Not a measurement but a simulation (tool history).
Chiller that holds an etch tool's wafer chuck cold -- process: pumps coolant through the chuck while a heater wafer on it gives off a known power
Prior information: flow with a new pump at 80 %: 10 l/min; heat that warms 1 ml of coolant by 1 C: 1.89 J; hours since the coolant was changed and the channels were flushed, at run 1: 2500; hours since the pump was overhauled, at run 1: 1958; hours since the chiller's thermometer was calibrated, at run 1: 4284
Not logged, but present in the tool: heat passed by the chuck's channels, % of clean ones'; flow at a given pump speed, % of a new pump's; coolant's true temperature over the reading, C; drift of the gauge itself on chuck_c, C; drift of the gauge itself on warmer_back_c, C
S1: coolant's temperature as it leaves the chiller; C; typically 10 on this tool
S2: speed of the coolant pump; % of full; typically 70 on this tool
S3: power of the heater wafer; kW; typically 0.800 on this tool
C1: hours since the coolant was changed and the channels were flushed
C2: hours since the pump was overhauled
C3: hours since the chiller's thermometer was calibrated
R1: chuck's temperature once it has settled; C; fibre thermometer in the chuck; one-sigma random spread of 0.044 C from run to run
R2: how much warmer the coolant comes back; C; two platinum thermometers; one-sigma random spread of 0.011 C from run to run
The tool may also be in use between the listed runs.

Run 1, hour 0.0: usual settings; C1 2500; C2 1958; C3 4284. Result: R1 17.74 C, R2 2.94 C.
Run 2, hour 33.7: usual settings; C1 2534; C2 1991; C3 4318. Result: R1 17.73 C, R2 2.94 C.
Run 3, hour 66.3: usual settings; C1 2566; C2 2024; C3 4350. Result: R1 17.73 C, R2 2.95 C.
Run 4, hour 131.1: usual settings but S3 0.967 kW; C1 2631; C2 2089; C3 4415. Result: R1 19.44 C, R2 3.56 C.
Run 5, hour 168.0: usual settings but S3 0.967 kW; C1 2668; C2 2126; C3 4452. Result: R1 19.32 C, R2 3.57 C.
Run 6, hour 241.3: usual settings but S3 0.967 kW; C1 2741; C2 2199; C3 4525. Result: R1 19.29 C, R2 3.57 C.
Run 7, hour 294.7: usual settings but S3 0.967 kW; C1 2795; C2 2252; C3 4579. Result: R1 19.27 C, R2 3.57 C.
Run 8, hour 358.4: usual settings but S3 0.967 kW; C1 2858; C2 2316; C3 4643. Result: R1 19.40 C, R2 3.56 C.
At hour 365.3: chiller's thermometer calibrated.
Run 9, hour 434.5: usual settings but S2 89 % of full; C1 2933; C2 2391; C3 69. Result: R1 16.22 C, R2 2.27 C.
Run 10, hour 483.2: usual settings but S2 89 % of full; C1 2982; C2 2440; C3 118. Result: R1 16.21 C, R2 2.25 C.
Run 11, hour 559.1: usual settings; C1 3058; C2 2516; C3 194. Result: R1 17.58 C, R2 2.95 C.
Run 12, hour 592.2: usual settings; C1 3091; C2 2549; C3 227. Result: R1 17.63 C, R2 2.95 C.
Run 13, hour 644.6: usual settings; C1 3144; C2 2601; C3 279. Result: R1 17.55 C, R2 2.94 C.
Run 14, hour 683.8: usual settings but S2 68 % of full, S3 0.805 kW; C1 3183; C2 2640; C3 319. Result: R1 17.91 C, R2 3.08 C.
Run 15, hour 715.2: usual settings but S1 5 C, S2 99 % of full, S3 0.805 kW; C1 3214; C2 2672; C3 350. Result: R1 10.64 C, R2 1.99 C.
Run 16, hour 760.1: usual settings but S1 4 C, S2 61 % of full, S3 0.805 kW; C1 3259; C2 2717; C3 395. Result: R1 12.67 C, R2 3.48 C.
Run 17, hour 831.1: usual settings but S1 8 C, S3 0.651 kW; C1 3330; C2 2788; C3 466. Result: R1 14.21 C, R2 2.41 C.
Run 18, hour 874.1: usual settings but S3 0.445 kW; C1 3373; C2 2831; C3 509. Result: R1 14.11 C, R2 1.64 C.
Run 19, hour 922.8: usual settings but S1 7 C, S2 85 % of full, S3 0.896 kW; C1 3422; C2 2879; C3 558. Result: R1 14.19 C, R2 2.64 C.
Run 20, hour 982.7: usual settings but S1 7 C, S2 85 % of full, S3 0.896 kW; C1 3482; C2 2939; C3 617. Result: R1 14.18 C, R2 2.66 C.
Run 21, hour 1014.0: usual settings but S1 3 C, S2 93 % of full, S3 0.646 kW; C1 3513; C2 2971; C3 649. Result: R1 7.75 C, R2 1.73 C.
Run 22, hour 1081.8: usual settings but S2 96 % of full, S3 0.864 kW; C1 3581; C2 3038; C3 717. Result: R1 16.22 C, R2 2.23 C.
Run 23, hour 1112.6: usual settings but S1 4 C; C1 3612; C2 3069; C3 747. Result: R1 11.60 C, R2 2.95 C.
Run 24, hour 1180.8: usual settings but S1 3 C, S2 62 % of full, S3 0.663 kW; C1 3680; C2 3137; C3 816. Result: R1 10.00 C, R2 2.81 C.
Run 25, hour 1244.4: usual settings but S2 72 % of full, S3 0.862 kW; C1 3743; C2 3201; C3 879. Result: R1 17.90 C, R2 3.09 C.
Run 26, hour 1303.6: usual settings but S2 72 % of full, S3 0.862 kW; C1 3803; C2 3260; C3 938. Result: R1 17.92 C, R2 3.08 C.

Consider 4 possible next runs. They are alternatives, not a sequence: every one starts from the tool as it was left by run 26. What does each give?
Run A, hour 1357.3: usual settings but S1 16 C, S2 72 % of full, S3 1.054 kW; C1 3856; C2 3314; C3 992. Result: R1 ?, R2 ?.
Run B, hour 1357.3: usual settings but S1 5 C, S2 63 % of full, S3 0.474 kW; C1 3856; C2 3314; C3 992. Result: R1 ?, R2 ?.
Run C, hour 1357.3: usual settings but S2 78 % of full, S3 0.909 kW; C1 3856; C2 3314; C3 992. Result: R1 ?, R2 ?.
Run D, hour 1357.3: usual settings but S2 66 % of full, S3 0.771 kW; C1 3856; C2 3314; C3 992. Result: R1 ?, R2 ?.

run     R1    R2
  A  25.75  3.77
  B   9.85  1.98
  C  17.78  2.97
  D  17.68  3.04
Had the tool no hidden state, the same runs would have come out as:
run     R1    R2
  A  25.95  3.77
  B  10.06  1.98
  C  17.98  2.97
  D  17.88  3.04
